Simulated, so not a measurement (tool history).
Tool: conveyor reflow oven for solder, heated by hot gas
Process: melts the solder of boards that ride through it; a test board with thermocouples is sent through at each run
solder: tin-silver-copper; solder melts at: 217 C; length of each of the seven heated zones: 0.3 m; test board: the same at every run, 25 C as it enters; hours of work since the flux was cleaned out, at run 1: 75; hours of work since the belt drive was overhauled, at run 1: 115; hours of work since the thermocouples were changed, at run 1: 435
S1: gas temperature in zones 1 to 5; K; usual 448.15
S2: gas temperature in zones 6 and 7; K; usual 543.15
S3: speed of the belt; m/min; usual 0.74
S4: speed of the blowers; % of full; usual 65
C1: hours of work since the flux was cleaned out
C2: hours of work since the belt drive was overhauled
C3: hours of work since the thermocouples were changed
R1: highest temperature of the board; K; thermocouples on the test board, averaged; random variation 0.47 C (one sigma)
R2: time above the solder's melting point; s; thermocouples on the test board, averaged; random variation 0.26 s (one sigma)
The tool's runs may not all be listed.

run   hour      S1      S2    S3  S4   C1   C2    C3      R1    R2
  1      0  448.15  543.15  0.74  65   75  115   435  523.15  34.8
  2   65.6  450.15  543.15  0.74  65  122  162   482  523.35    35
     126.8  -- flux residue cleaned out of gas plates and filters
  3  136.3  450.15  543.15  0.74  65    7  210   530  524.05  36.5
  4  180.9  448.15  543.15  0.74  65   39  242   562  523.65  35.3
  5  233.3  448.15  543.15  0.74  74   77  280   600  524.15  35.5
  6  297.6  443.15  543.15  0.74  65  124  327   647  522.05  32.7
     354.8  -- flux residue cleaned out of gas plates and filters
  7    359  443.15  543.15  0.74  65    3  368   688  523.25  33.4
  8  413.9  443.15  543.15  0.74  65   43  408   728  522.55  33.7
  9  486.2  448.15  552.15  0.74  65   95  460   780  530.15  38.3
     581.6  -- flux residue cleaned out of gas plates and filters
 10  581.6  446.15  543.15  0.74  65    0  526   846  523.05    35
 11  631.2  448.15  543.15  0.74  67   36  562   882  523.15  35.3
 12  673.4  448.15  543.15  0.74  65   67  593   913  522.25  34.6
     683.3  -- belt drive overhauled, speed set with a stopwatch
 13  764.4  448.15  543.15  0.74  65  130   59   976  523.35  34.7
     811.7  -- flux residue cleaned out of gas plates and filters
 14  818.9  448.15  543.15  0.74  65    5   95  1012  523.55  35.3
 15  891.5  448.15  543.15  0.74  65   58  147  1064  522.35  34.8

Forecast run 16:
     939.4  -- belt drive overhauled, speed set with a stopwatch, once more
 16  939.4  438.15  535.15  0.664  65  90   0  1096   ?   ?

Run 16 gave R1 516.15 K, R2 33.2 s.
Without the tool's hidden state the same run would have given R1 518.85 K, R2 35.2 s.
